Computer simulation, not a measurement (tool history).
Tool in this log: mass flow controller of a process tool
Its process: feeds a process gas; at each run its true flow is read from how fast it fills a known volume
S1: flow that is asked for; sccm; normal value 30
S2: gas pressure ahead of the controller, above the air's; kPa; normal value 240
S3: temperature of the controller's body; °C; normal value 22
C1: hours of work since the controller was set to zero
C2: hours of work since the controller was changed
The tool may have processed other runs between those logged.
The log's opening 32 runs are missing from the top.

Run 33, hour 2161.9: usual settings but S1 33 sccm, S2 164 kPa, S3 25 °C; C1 1349; C2 1349. Result: true flow (%) 100.25.
Run 34, hour 2241.4: usual settings but S1 25 sccm, S2 164 kPa, S3 24 °C; C1 1394; C2 1394. Result: true flow (%) 100.19.
Run 35, hour 2295: usual settings but S1 25 sccm, S2 164 kPa, S3 24 °C; C1 1424; C2 1424. Result: true flow (%) 100.24.
Run 36, hour 2378.3: usual settings but S1 46 sccm, S2 153 kPa, S3 32 °C; C1 1471; C2 1471. Result: true flow (%) 101.1.
Run 37, hour 2460.4: usual settings but S1 9 sccm, S2 153 kPa, S3 32 °C; C1 1517; C2 1517. Result: true flow (%) 101.03.
Run 38, hour 2540.5: usual settings but S1 9 sccm, S2 153 kPa, S3 32 °C; C1 1563; C2 1563. Result: true flow (%) 101.07.
Run 39, hour 2620.4: usual settings but S1 9 sccm, S2 153 kPa, S3 32 °C; C1 1608; C2 1608. Result: true flow (%) 101.1.
Run 40, hour 2697.2: usual settings but S1 9 sccm, S2 153 kPa, S3 32 °C; C1 1651; C2 1651. Result: true flow (%) 101.15.
Run 41, hour 2734.9: usual settings but S1 9 sccm, S2 153 kPa, S3 32 °C; C1 1672; C2 1672. Result: true flow (%) 101.14.
Run 42, hour 2821.4: usual settings but S1 37 sccm, S2 186 kPa, S3 21 °C; C1 1721; C2 1721. Result: true flow (%) 100.51.
Run 43, hour 2912.8: usual settings but S1 37 sccm, S2 186 kPa, S3 21 °C; C1 1772; C2 1772. Result: true flow (%) 100.52.
Run 44, hour 2953.7: usual settings but S1 37 sccm, S2 213 kPa, S3 27 °C; C1 1795; C2 1795. Result: true flow (%) 100.92.
Run 45, hour 3006.4: usual settings but S1 10 sccm, S2 213 kPa, S3 30 °C; C1 1825; C2 1825. Result: true flow (%) 100.87.
Run 46, hour 3079: usual settings but S1 6 sccm, S2 198 kPa, S3 39 °C; C1 1866; C2 1866. Result: true flow (%) 101.8.
Run 47, hour 3127.3: usual settings but S1 10 sccm, S2 198 kPa, S3 24 °C; C1 1893; C2 1893. Result: true flow (%) 100.63.
Run 48, hour 3216.3: usual settings but S1 10 sccm, S2 198 kPa, S3 24 °C; C1 1943; C2 1943. Result: true flow (%) 100.87.
Run 49, hour 3301.7: usual settings but S1 46 sccm, S2 241 kPa, S3 32 °C; C1 1992; C2 1992. Result: true flow (%) 101.5.

3 options for the next run, each taken on its own from the tool as it stands now. Forecast them:
Run A, hour 3383.3: usual settings but S1 8 sccm, S2 199 kPa, S3 28 °C; C1 2037; C2 2037. Result: true flow (%) ?.
Run B, hour 3383.3: usual settings but S1 10 sccm, S2 255 kPa, S3 23 °C; C1 2037; C2 2037. Result: true flow (%) ?.
Run C, hour 3383.3: usual settings but S1 34 sccm, S2 268 kPa, S3 24 °C; C1 2037; C2 2037. Result: true flow (%) ?.

run  true flow (%)
  A         101.24
  B         100.57
  C          100.7
Without the tool's unlogged condition, the same runs would have read:
run  true flow (%)
  A          99.91
  B          99.25
  C          99.38
